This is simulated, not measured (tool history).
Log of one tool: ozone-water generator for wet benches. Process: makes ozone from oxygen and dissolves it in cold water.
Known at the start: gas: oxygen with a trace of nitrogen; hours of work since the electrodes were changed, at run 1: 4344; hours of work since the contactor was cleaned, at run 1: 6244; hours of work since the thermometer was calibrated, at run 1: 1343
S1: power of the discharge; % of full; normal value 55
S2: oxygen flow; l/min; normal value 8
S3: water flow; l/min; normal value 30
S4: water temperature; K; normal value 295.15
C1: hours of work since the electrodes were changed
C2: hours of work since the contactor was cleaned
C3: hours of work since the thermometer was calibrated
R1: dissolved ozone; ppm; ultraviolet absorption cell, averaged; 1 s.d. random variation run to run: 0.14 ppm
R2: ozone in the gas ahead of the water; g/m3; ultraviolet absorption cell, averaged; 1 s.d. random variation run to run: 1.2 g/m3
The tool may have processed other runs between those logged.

run,hour,S1,S2,S3,S4,C1,C2,C3,R1,R2
1,0,55,8,30,295.15,4344,6244,1343,17,221.6
2,80.3,55,9.88,30,295.15,4410,6311,1409,16.6,197.4
# hour 148.1: contactor cleaned
3,174.8,55,9.88,30,295.15,4485,22,1484,16.9,197.5
4,254.7,55,8,30,295.15,4551,88,1550,17,222.5
5,353.7,55,8,30,300.15,4633,170,1631,15.7,225.6
6,469.6,55,8,30,295.15,4728,265,1727,17.2,222.8
7,575.6,55,8,30,295.15,4816,353,1814,16.9,223.8
8,635.5,55,8,30,295.15,4865,402,1864,17.1,224
9,772.7,55,8,30,295.15,4979,516,1977,17,223.1
10,888.3,55,8,30,295.15,5074,611,2073,17,222.3
11,966.3,55,8,30,295.15,5139,676,2137,16.9,222.3
12,1045.3,55,8,30,295.15,5204,741,2202,17,222.9
13,1145.9,55,6.05,30,302.15,5287,824,2285,15.6,262
14,1219.7,55,6.05,30,302.15,5348,885,2346,15.6,259.3
15,1281.8,55,6.05,30,302.15,5399,936,2398,15.5,261.4
16,1413.6,70,13.28,30,302.15,5508,1045,2506,16.4,193.7
17,1502.8,61,5.06,29,299.15,5582,1119,2580,17.7,309.5
18,1568.8,61,5.06,29,299.15,5636,1173,2634,17.9,308.1
19,1688.9,61,5.06,29,299.15,5735,1272,2734,17.9,305
# hour 1704.1: water thermometer calibrated
20,1784.7,61,5.06,29,299.15,5814,1351,67,17.9,309.4
21,1874,61,7.8,23,299.15,5888,1425,140,20.9,239.4

Branching from run 21: 5 alternative next runs. What would each branch give?
A,1945.5,61,13.58,24,299.15,5947,1484,199,?,?
B,1945.5,58,9.96,22,299.15,5947,1484,199,?,?
C,1945.5,64,12.85,23,292.15,5947,1484,199,?,?
D,1945.5,66,7.8,24,299.15,5947,1484,199,?,?
E,1945.5,55,5.63,41,300.15,5947,1484,199,?,?

run,R1,R2
A,18,175.7
B,19.6,203.4
C,22.2,188.2
D,21.3,254.3
E,12.1,272.7
What these runs would have given with no unlogged condition in the tool:
run,R1,R2
A,18,175.9
B,19.6,203.7
C,22.3,188.5
D,21.3,254.7
E,12.1,273.1

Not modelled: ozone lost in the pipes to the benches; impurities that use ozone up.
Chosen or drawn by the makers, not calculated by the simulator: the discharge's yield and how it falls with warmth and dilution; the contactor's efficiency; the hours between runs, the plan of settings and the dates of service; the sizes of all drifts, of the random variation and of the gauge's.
